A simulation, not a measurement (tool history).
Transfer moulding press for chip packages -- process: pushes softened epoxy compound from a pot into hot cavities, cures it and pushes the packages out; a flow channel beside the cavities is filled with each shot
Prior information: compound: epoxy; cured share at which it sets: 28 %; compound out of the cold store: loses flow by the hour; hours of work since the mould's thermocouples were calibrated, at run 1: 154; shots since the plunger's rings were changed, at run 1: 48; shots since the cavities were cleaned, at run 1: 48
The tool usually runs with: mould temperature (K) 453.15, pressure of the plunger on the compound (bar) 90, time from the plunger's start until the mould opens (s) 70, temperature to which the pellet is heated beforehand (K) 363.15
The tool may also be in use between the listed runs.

run    day  mould temperature (K)  pressure of the plunger on the compound (bar)  time from the plunger's start until the mould opens (s)  temperature to which the pellet is heated beforehand (K)  hours of work since the mould's thermocouples were calibrated  shots since the plunger's rings were changed  shots since the cavities were cleaned  incoming compound's hours out of the cold store  length that the compound runs in the flow channel (mm)  greatest force on the pins that push the packages out (N)
  1      0                 453.15                                             90                                                       70                                                    363.15                                                            154                                            48                                     48                                             41.3                                                     812                                                        598
  2  0.167                 453.15                                             90                                                       70                                                    358.15                                                            156                                           109                                    109                                             10.1                                                     969                                                        653
  3  0.479                 453.15                                             90                                                       70                                                    358.15                                                            160                                           223                                    223                                              8.8                                                     970                                                        683
  4  0.779                 453.15                                             90                                                       77                                                    363.15                                                            164                                           332                                    332                                             17.4                                                     926                                                        525
  5  1.104                 453.15                                             90                                                       77                                                    363.15                                                            169                                           451                                    451                                             24.8                                                     888                                                        521
  6  1.267                 453.15                                             90                                                       77                                                    363.15                                                            171                                           512                                    512                                             35.3                                                     830                                                        522
  7   1.65                 453.15                                           76.9                                                       70                                                    363.15                                                            176                                           651                                    651                                             18.4                                                     851                                                        613
  8  2.054                 453.15                                           76.9                                                       70                                                    363.15                                                            182                                           799                                    799                                             17.7                                                     864                                                        641
  9  2.333                 453.15                                           76.9                                                       70                                                    363.15                                                            186                                           901                                    901                                             43.2                                                     740                                                        570
 10  2.667                 453.15                                           76.9                                                       70                                                    363.15                                                            190                                          1023                                   1023                                             45.7                                                     726                                                        563
     2.879  -- cavities cleaned with cleaning compound and waxed
 11  3.042                 453.15                                           84.1                                                       70                                                    363.15                                                            195                                          1137                                     58                                              8.1                                                     945                                                        636
 12  3.396                 453.15                                             90                                                       70                                                    363.15                                                            199                                          1267                                    188                                               21                                                     907                                                        622
 13   3.65                 453.15                                             90                                                       70                                                    363.15                                                            203                                          1359                                    280                                             36.4                                                     835                                                        590
 14  3.925                 453.15                                             90                                                       70                                                    363.15                                                            207                                          1461                                    382                                             35.3                                                     833                                                        603
 15    4.1                 453.15                                             90                                                       82                                                    355.15                                                            209                                          1525                                    446                                             43.4                                                     793                                                        489
 16  4.308                 457.15                                           87.9                                                       89                                                    354.15                                                            212                                          1601                                    522                                             46.5                                                     769                                                        430
 17  4.633                 450.15                                             90                                                       70                                                    357.15                                                            216                                          1720                                    641                                             46.4                                                     793                                                        692
 18      5                 457.15                                             90                                                       67                                                    367.15                                                            221                                          1853                                    774                                             41.3                                                     800                                                        537
 19  5.325                 457.15                                           82.9                                                       79                                                    367.15                                                            226                                          1972                                    893                                             39.1                                                     771                                                        461
 20  5.729                 457.15                                           82.9                                                       79                                                    367.15                                                            231                                          2120                                   1041                                             29.1                                                     820                                                        453
     5.896  -- cavities cleaned with cleaning compound and waxed
 21  6.117                 452.15                                           82.9                                                       89                                                    373.15                                                            236                                          2240                                     82                                             17.3                                                     887                                                        455
 22  6.371                 452.15                                           82.9                                                       63                                                    373.15                                                            239                                          2332                                    174                                             26.3                                                     842                                                        787
 23  6.662                 453.15                                             75                                                       70                                                    363.15                                                            243                                          2438                                    280                                               35                                                     761                                                        587
 24  7.038                 446.15                                             75                                                       52                                                    363.15                                                            248                                          2575                                    417                                               17                                                     867                                                       1767
 25  7.271                 453.15                                             90                                                       70                                                    359.15                                                            252                                          2662                                    504                                             32.3                                                     857                                                        605
 26  7.638                 457.15                                             90                                                       70                                                    353.15                                                            257                                          2796                                    638                                             43.7                                                     775                                                        509
 27  7.812                 457.15                                             90                                                       70                                                    353.15                                                            259                                          2859                                    701                                             25.3                                                     876                                                        509
 28  8.154                 453.15                                           81.6                                                       70                                                    364.15                                                            264                                          2985                                    827                                             43.1                                                     754                                                        581

Describe how what the log doesn't record of the tool's condition differs between the last listed run preceding each entry between runs and the first listed run following it.
From run 10 to run 11: cavities cleaned with cleaning compound and waxed (day 2.879)
  grip of the stained cavities, % over clean ones': 0.6 -> 0.1
From run 20 to run 21: cavities cleaned with cleaning compound and waxed (day 5.896)
  pressure that reaches the compound, % of what is set: 99.93 -> 99.92; grip of the stained cavities, % over clean ones': 0.6 -> 0.1
